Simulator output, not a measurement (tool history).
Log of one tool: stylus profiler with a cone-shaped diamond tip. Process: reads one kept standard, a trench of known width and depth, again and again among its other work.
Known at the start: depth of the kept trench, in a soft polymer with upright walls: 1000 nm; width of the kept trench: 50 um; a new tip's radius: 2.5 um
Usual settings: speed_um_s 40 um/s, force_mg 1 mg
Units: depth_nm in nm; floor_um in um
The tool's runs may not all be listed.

| run | day | speed_um_s | force_mg | depth_nm | floor_um |
|---|---|---|---|---|---|
| 1 | 0 | 40 | 1 | 1007.23 | 45.68 |
| 2 | 1.371 | 40 | 0.83 | 1006.66 | 45.68 |
| 3 | 2.483 | 40 | 0.83 | 1006.61 | 45.61 |
| 4 | 4.1 | 40 | 0.83 | 1006.12 | 45.7 |
| 5 | 6.167 | 40 | 0.83 | 1006.68 | 45.61 |
| 6 | 8.096 | 10 | 0.57 | 1005.22 | 45.9 |
| 7 | 9.254 | 13 | 2.37 | 1012.89 | 45.91 |
| 8 | 11.133 | 13 | 2.37 | 1013.11 | 45.9 |
| 9 | 12.825 | 132 | 0.46 | 1004.34 | 44.38 |
| 10 | 14.229 | 111 | 0.68 | 1005.7 | 44.88 |

5 ways to go on from here, each from the tool as it stands after run 10. What would each give?
| A | 15.825 | 28 | 1.91 | ? | ? |
| B | 15.825 | 22 | 0.36 | ? | ? |
| C | 15.825 | 20 | 0.35 | ? | ? |
| D | 15.825 | 111 | 1.1 | ? | ? |
| E | 15.825 | 39 | 0.52 | ? | ? |

| run | depth_nm | floor_um |
|---|---|---|
| A | 1011.75 | 45.84 |
| B | 1003.74 | 45.68 |
| C | 1003.69 | 45.72 |
| D | 1007.76 | 45.11 |
| E | 1004.49 | 45.54 |
Without the tool's hidden state the same runs would have given:
| run | depth_nm | floor_um |
|---|---|---|
| A | 1011.73 | 45.85 |
| B | 1003.73 | 45.69 |
| C | 1003.67 | 45.73 |
| D | 1007.75 | 45.12 |
| E | 1004.47 | 45.55 |
